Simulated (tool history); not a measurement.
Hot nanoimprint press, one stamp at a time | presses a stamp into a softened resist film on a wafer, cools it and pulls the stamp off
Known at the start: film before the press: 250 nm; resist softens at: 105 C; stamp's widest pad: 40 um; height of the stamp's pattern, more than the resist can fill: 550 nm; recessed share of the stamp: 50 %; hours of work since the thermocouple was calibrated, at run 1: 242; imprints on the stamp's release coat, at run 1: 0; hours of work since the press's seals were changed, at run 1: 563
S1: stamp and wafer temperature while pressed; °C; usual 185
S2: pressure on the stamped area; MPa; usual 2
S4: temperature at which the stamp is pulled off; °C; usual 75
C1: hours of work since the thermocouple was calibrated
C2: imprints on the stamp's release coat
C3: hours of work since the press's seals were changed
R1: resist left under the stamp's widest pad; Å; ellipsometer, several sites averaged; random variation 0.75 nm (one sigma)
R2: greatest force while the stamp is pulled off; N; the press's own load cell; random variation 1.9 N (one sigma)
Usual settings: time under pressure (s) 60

{"run": 1, "hour": 0.0, "S1": 185, "S2": 2, "time under pressure (s)": 60, "S4": 75, "C1": 242, "C2": 0, "C3": 563, "R1": 1138, "R2": 209}
{"run": 2, "hour": 25.2, "S1": 185, "S2": 2, "time under pressure (s)": 60, "S4": 75, "C1": 258, "C2": 134, "C3": 580, "R1": 1128, "R2": 214}
{"run": 3, "hour": 73.9, "S1": 185, "S2": 2, "time under pressure (s)": 60, "S4": 75, "C1": 291, "C2": 394, "C3": 613, "R1": 1157, "R2": 225}
{"hour": 111.6, "done": "stamp cleaned and given a new release coat"}
{"run": 4, "hour": 133.9, "S1": 185, "S2": 2, "time under pressure (s)": 60, "S4": 75, "C1": 327, "C2": 118, "C3": 649, "R1": 1163, "R2": 220}
{"run": 5, "hour": 174.0, "S1": 185, "S2": 2, "time under pressure (s)": 60, "S4": 75, "C1": 354, "C2": 332, "C3": 676, "R1": 1174, "R2": 219}
{"hour": 181.2, "done": "plate thermocouple calibrated"}
{"hour": 227.0, "done": "stamp cleaned and given a new release coat"}
{"run": 6, "hour": 239.1, "S1": 185, "S2": 2, "time under pressure (s)": 60, "S4": 75, "C1": 35, "C2": 64, "C3": 714, "R1": 1189, "R2": 214}
{"run": 7, "hour": 287.5, "S1": 185, "S2": 2, "time under pressure (s)": 60, "S4": 75, "C1": 67, "C2": 323, "C3": 746, "R1": 1194, "R2": 223}
{"run": 8, "hour": 315.6, "S1": 185, "S2": 2, "time under pressure (s)": 60, "S4": 75, "C1": 86, "C2": 472, "C3": 765, "R1": 1193, "R2": 231}
{"hour": 339.2, "done": "stamp cleaned and given a new release coat"}
{"run": 9, "hour": 362.8, "S1": 185, "S2": 2, "time under pressure (s)": 60, "S4": 73, "C1": 114, "C2": 126, "C3": 793, "R1": 1198, "R2": 224}
{"run": 10, "hour": 422.8, "S1": 175, "S2": 2, "time under pressure (s)": 60, "S4": 73, "C1": 154, "C2": 446, "C3": 833, "R1": 1699, "R2": 238}
{"hour": 434.6, "done": "plate thermocouple calibrated, once more"}
{"hour": 454.5, "done": "stamp cleaned and given a new release coat"}
{"run": 11, "hour": 483.7, "S1": 175, "S2": 2, "time under pressure (s)": 60, "S4": 73, "C1": 29, "C2": 156, "C3": 868, "R1": 1596, "R2": 220}
{"run": 12, "hour": 545.8, "S1": 177, "S2": 2.24, "time under pressure (s)": 76, "S4": 75, "C1": 71, "C2": 487, "C3": 910, "R1": 1322, "R2": 223}
{"hour": 567.8, "done": "stamp cleaned and given a new release coat"}
{"run": 13, "hour": 602.4, "S1": 177, "S2": 2.24, "time under pressure (s)": 76, "S4": 75, "C1": 105, "C2": 184, "C3": 944, "R1": 1336, "R2": 214}
{"run": 14, "hour": 647.4, "S1": 177, "S2": 2.24, "time under pressure (s)": 76, "S4": 75, "C1": 135, "C2": 424, "C3": 974, "R1": 1355, "R2": 224}
{"run": 15, "hour": 673.0, "S1": 185, "S2": 2.24, "time under pressure (s)": 76, "S4": 64, "C1": 152, "C2": 561, "C3": 991, "R1": 998, "R2": 269}
{"hour": 683.2, "done": "stamp cleaned and given a new release coat"}
{"run": 16, "hour": 728.1, "S1": 185, "S2": 1.53, "time under pressure (s)": 76, "S4": 64, "C1": 185, "C2": 239, "C3": 1024, "R1": 1220, "R2": 251}
{"run": 17, "hour": 781.4, "S1": 185, "S2": 1.53, "time under pressure (s)": 76, "S4": 64, "C1": 221, "C2": 524, "C3": 1060, "R1": 1231, "R2": 265}

3 ways to go on from here, each from the tool as it stands after run 17. What would each give?
{"hour": 797.2, "done": "stamp cleaned and given a new release coat"}
{"run": "A", "hour": 835.2, "S1": 185, "S2": 2.2, "time under pressure (s)": 60, "S4": 78, "C1": 253, "C2": 203, "C3": 1092, "R1": "?", "R2": "?"}
{"hour": 797.2, "done": "stamp cleaned and given a new release coat"}
{"run": "B", "hour": 835.2, "S1": 178, "S2": 2.63, "time under pressure (s)": 76, "S4": 64, "C1": 253, "C2": 203, "C3": 1092, "R1": "?", "R2": "?"}
{"hour": 797.2, "done": "stamp cleaned and given a new release coat"}
{"run": "C", "hour": 835.2, "S1": 187, "S2": 2, "time under pressure (s)": 60, "S4": 75, "C1": 253, "C2": 203, "C3": 1092, "R1": "?", "R2": "?"}

run=A R1=1106 R2=202
run=B R1=1221 R2=254
run=C R1=1086 R2=216
Without the tool's hidden state the same runs would have given:
run=A R1=1046 R2=193
run=B R1=1148 R2=243
run=C R1=1030 R2=207

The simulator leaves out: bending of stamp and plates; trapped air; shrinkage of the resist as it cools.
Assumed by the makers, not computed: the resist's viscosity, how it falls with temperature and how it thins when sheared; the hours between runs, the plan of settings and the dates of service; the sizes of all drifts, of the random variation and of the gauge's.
